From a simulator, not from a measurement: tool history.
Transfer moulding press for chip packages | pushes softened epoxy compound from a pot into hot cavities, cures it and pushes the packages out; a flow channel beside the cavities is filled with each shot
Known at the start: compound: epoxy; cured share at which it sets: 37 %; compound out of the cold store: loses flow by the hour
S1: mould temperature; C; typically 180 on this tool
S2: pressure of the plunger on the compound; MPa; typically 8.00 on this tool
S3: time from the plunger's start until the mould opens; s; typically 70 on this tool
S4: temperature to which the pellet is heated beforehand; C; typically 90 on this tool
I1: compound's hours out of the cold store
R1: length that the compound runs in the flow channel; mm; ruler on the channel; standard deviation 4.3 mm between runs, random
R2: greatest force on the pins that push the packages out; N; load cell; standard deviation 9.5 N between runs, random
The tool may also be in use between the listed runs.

Run 1, hour 0.0: usual settings; I1 40.2. Result: R1 734 mm, R2 537 N.
At hour 21.4: cavities cleaned with cleaning compound and waxed.
At hour 82.3: cavities cleaned with cleaning compound and waxed.
Run 2, hour 95.2: usual settings; I1 16.2. Result: R1 798 mm, R2 517 N.
At hour 145.2: cavities cleaned with cleaning compound and waxed.
Run 3, hour 186.9: usual settings; I1 46.7. Result: R1 706 mm, R2 526 N.
At hour 207.7: cavities cleaned with cleaning compound and waxed.
Run 4, hour 245.7: usual settings but S2 9.49 MPa; I1 27.1. Result: R1 820 mm, R2 549 N.
At hour 272.6: plunger's sealing rings changed.
At hour 274.1: cavities cleaned with cleaning compound and waxed.
At hour 334.3: cavities cleaned with cleaning compound and waxed.
Run 5, hour 339.8: usual settings but S2 9.49 MPa; I1 27.4. Result: R1 841 mm, R2 457 N.
At hour 395.2: cavities cleaned with cleaning compound and waxed.
At hour 421.6: mould's thermocouples calibrated.
Run 6, hour 421.8: usual settings but S2 9.49 MPa; I1 43.4. Result: R1 791 mm, R2 483 N.
At hour 459.6: cavities cleaned with cleaning compound and waxed.
Run 7, hour 474.2: usual settings but S2 9.49 MPa; I1 31.1. Result: R1 814 mm, R2 469 N.
At hour 521.8: cavities cleaned with cleaning compound and waxed.
Run 8, hour 521.8: usual settings; I1 41.7. Result: R1 719 mm, R2 411 N.
At hour 586.0: cavities cleaned with cleaning compound and waxed.
At hour 602.2: plunger's sealing rings changed.
Run 9, hour 603.8: usual settings; I1 33.4. Result: R1 756 mm, R2 476 N.
At hour 650.7: cavities cleaned with cleaning compound and waxed.
Run 10, hour 668.8: usual settings; I1 41.9. Result: R1 720 mm, R2 467 N.
At hour 713.4: cavities cleaned with cleaning compound and waxed.
Run 11, hour 717.7: usual settings; I1 23.2. Result: R1 774 mm, R2 451 N.
Run 12, hour 768.2: usual settings; I1 24.5. Result: R1 768 mm, R2 623 N.
At hour 777.0: cavities cleaned with cleaning compound and waxed.
Run 13, hour 827.7: usual settings but S2 7.01 MPa; I1 15.3. Result: R1 741 mm, R2 638 N.
At hour 837.1: cavities cleaned with cleaning compound and waxed.
Run 14, hour 870.9: usual settings but S2 7.01 MPa; I1 46.2. Result: R1 661 mm, R2 535 N.
At hour 902.5: cavities cleaned with cleaning compound and waxed.
At hour 932.2: plunger's sealing rings changed.
Run 15, hour 945.0: usual settings but S4 93 C; I1 30.0. Result: R1 767 mm, R2 583 N.
At hour 966.3: cavities cleaned with cleaning compound and waxed.
Run 16, hour 987.8: usual settings but S1 172 C, S2 7.85 MPa, S3 88 s; I1 26.1. Result: R1 790 mm, R2 523 N.
At hour 1029.9: cavities cleaned with cleaning compound and waxed.
Run 17, hour 1070.0: usual settings but S2 7.72 MPa, S4 86 C; I1 20.1. Result: R1 774 mm, R2 614 N.
At hour 1095.1: cavities cleaned with cleaning compound and waxed.
Run 18, hour 1113.8: usual settings but S3 55 s, S4 91 C; I1 17.6. Result: R1 801 mm, R2 975 N.
At hour 1162.3: cavities cleaned with cleaning compound and waxed.
Run 19, hour 1164.6: usual settings but S1 177 C, S2 6.27 MPa, S3 89 s; I1 14.2. Result: R1 721 mm, R2 337 N.
At hour 1226.1: cavities cleaned with cleaning compound and waxed.
Run 20, hour 1250.4: usual settings but S1 183 C, S2 8.11 MPa, S3 76 s, S4 94 C; I1 40.0. Result: R1 710 mm, R2 402 N.
At hour 1262.0: plunger's sealing rings changed.
At hour 1288.0: cavities cleaned with cleaning compound and waxed.
At hour 1350.4: cavities cleaned with cleaning compound and waxed.
Run 21, hour 1351.5: usual settings but S1 183 C, S2 8.11 MPa, S3 76 s, S4 85 C; I1 47.8. Result: R1 711 mm, R2 333 N.
At hour 1410.9: cavities cleaned with cleaning compound and waxed.
At hour 1434.6: mould's thermocouples calibrated.
Run 22, hour 1445.7: usual settings but S1 174 C, S4 84 C; I1 23.0. Result: R1 796 mm, R2 797 N.
At hour 1477.0: cavities cleaned with cleaning compound and waxed.
At hour 1539.9: cavities cleaned with cleaning compound and waxed.
Run 23, hour 1545.2: usual settings but S1 174 C, S4 84 C; I1 16.6. Result: R1 805 mm, R2 680 N.
At hour 1591.9: plunger's sealing rings changed.
Run 24, hour 1591.9: usual settings but S1 174 C, S4 84 C; I1 41.7. Result: R1 750 mm, R2 829 N.
At hour 1602.0: cavities cleaned with cleaning compound and waxed.
Run 25, hour 1651.9: usual settings but S1 174 C, S4 84 C; I1 19.4. Result: R1 813 mm, R2 896 N.
At hour 1661.7: cavities cleaned with cleaning compound and waxed.
At hour 1722.4: cavities cleaned with cleaning compound and waxed.
Run 26, hour 1733.2: usual settings but S1 187 C, S3 57 s; I1 41.6. Result: R1 710 mm, R2 484 N.

Alternative continuations, all from the tool just after run 26; predict every row:
At hour 1782.9: cavities cleaned with cleaning compound and waxed.
Run A, hour 1800.1: usual settings but S1 175 C, S2 8.99 MPa, S3 57 s, S4 96 C; I1 23.2. Result: R1 ?, R2 ?.
At hour 1782.9: cavities cleaned with cleaning compound and waxed.
Run B, hour 1800.1: usual settings but S1 187 C, S3 60 s; I1 17.5. Result: R1 ?, R2 ?.
At hour 1782.9: cavities cleaned with cleaning compound and waxed.
Run C, hour 1800.1: usual settings but S1 186 C, S2 8.28 MPa, S4 94 C; I1 23.7. Result: R1 ?, R2 ?.
At hour 1782.9: cavities cleaned with cleaning compound and waxed.
Run D, hour 1800.1: usual settings but S1 187 C, S2 9.57 MPa, S3 57 s, S4 93 C; I1 24.1. Result: R1 ?, R2 ?.

run   R1    R2
  A  833  1034
  B  769   481
  C  768   366
  D  810   524
The same runs, with their run-to-run variation unchanged, on a tool lacking any hidden condition would have given:
run   R1   R2
  A  851  874
  B  786  405
  C  785  310
  D  828  441
